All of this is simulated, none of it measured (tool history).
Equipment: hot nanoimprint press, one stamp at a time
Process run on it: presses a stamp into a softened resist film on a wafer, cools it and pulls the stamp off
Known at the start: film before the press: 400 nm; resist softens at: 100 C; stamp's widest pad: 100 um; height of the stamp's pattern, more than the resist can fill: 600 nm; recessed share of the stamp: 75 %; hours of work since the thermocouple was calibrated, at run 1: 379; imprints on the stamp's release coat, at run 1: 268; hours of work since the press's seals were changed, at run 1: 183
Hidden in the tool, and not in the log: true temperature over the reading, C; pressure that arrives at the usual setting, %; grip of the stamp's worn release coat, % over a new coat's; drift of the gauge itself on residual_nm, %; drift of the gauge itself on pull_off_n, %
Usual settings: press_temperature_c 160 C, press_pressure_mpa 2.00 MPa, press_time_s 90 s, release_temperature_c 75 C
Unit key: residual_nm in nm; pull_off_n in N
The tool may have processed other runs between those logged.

run   hour  press_temperature_c  press_pressure_mpa  press_time_s  release_temperature_c  hours of work since the thermocouple was calibrated  imprints on the stamp's release coat  hours of work since the press's seals were changed  residual_nm  pull_off_n
  1    0.0                  160                2.00            90                     75                                                  379                                   268                                                 183        168.4         244
  2   12.0                  160                2.00            90                     75                                                  387                                   329                                                 190        169.2         248
  3   25.5                  160                2.00            90                     75                                                  396                                   399                                                 199        170.2         260
  4   39.0                  160                2.00            90                     75                                                  404                                   468                                                 208        170.0         262
  5   45.4                  160                2.00            90                     75                                                  409                                   500                                                 213        171.5         265
  6   57.1                  160                2.00            90                     75                                                  416                                   560                                                 220        171.5         278
  7   65.3                  160                2.00            90                     75                                                  422                                   603                                                 226        170.6         287
  8   76.8                  160                2.00            90                     75                                                  430                                   661                                                 234        173.1         278
  9   82.4                  160                2.00            90                     75                                                  433                                   690                                                 237        171.8         287
 10   88.8                  160                2.00            90                     75                                                  438                                   723                                                 241        170.0         287
 11   96.4                  160                2.00            90                     75                                                  443                                   762                                                 247        171.7         303
 12  104.5                  160                2.00            90                     75                                                  448                                   804                                                 252        172.5         302
 13  113.9                  158                2.00            90                     75                                                  454                                   852                                                 258        189.9         304
 14  123.6                  158                2.00            90                     75                                                  461                                   901                                                 265        189.6         302
 15  130.5                  158                2.00            90                     75                                                  465                                   937                                                 269        191.0         300
 16  143.5                  166                1.69           142                     75                                                  474                                  1003                                                 278        113.8         321
     147.2  -- plate thermocouple calibrated
 17  152.5                  166                1.69           142                     75                                                    4                                  1034                                                 282        118.1         338
 18  159.1                  166                1.69           142                     70                                                    8                                  1068                                                 286        117.6         341
 19  165.3                  166                1.70           109                     70                                                   12                                  1099                                                 290        133.6         349
 20  172.2                  170                1.70           123                     70                                                   17                                  1135                                                 295        103.0         338
     186.1  -- plate thermocouple calibrated, once more
 21  188.1                  170                2.76           123                     70                                                    1                                  1201                                                 303         74.4         342
 22  199.7                  160                2.36            90                     61                                                    9                                  1261                                                 311        151.1         401
     207.4  -- stamp cleaned and given a new release coat
 23  217.0                  160                1.90            90                     75                                                   17                                    48                                                 319        167.5         223
 24  226.1                  160                2.45            90                     62                                                   23                                    95                                                 325        150.0         255
 25  239.6                  150                1.83            68                     75                                                   32                                   164                                                 334        286.5         234
 26  247.2                  150                1.83            68                     75                                                   37                                   203                                                 339        285.5         234
 27  253.1                  150                1.83            68                     75                                                   41                                   234                                                 343        282.3         237
 28  259.5                  155                2.00            90                     70                                                   45                                   267                                                 347        208.3         256
 29  265.4                  152                2.00            90                     83                                                   49                                   297                                                 351        239.8         234

Selected run-to-run steps in residual_nm, each split into two signed amounts: the part the tool would show with no hidden state at all (from settings, incoming material and random variation), and the remainder, which goes to the hidden state together with any gauge scatter not common to the measured and the hidden-state-free results:
Run 15 -> 16: press_temperature_c 158 -> 166, press_pressure_mpa 2.00 -> 1.69, press_time_s 90 -> 142. residual_nm -77.2 nm: hidden state -4.0, all else -73.2.
Run 20 -> 21: press_pressure_mpa 1.70 -> 2.76, plate thermocouple calibrated, once more. residual_nm -28.6 nm: hidden state -8.4, all else -20.2.
Run 24 -> 25: press_temperature_c 160 -> 150, press_pressure_mpa 2.45 -> 1.83, press_time_s 90 -> 68, release_temperature_c 62 -> 75. residual_nm +136.5 nm: hidden state +0.0, all else +136.5.
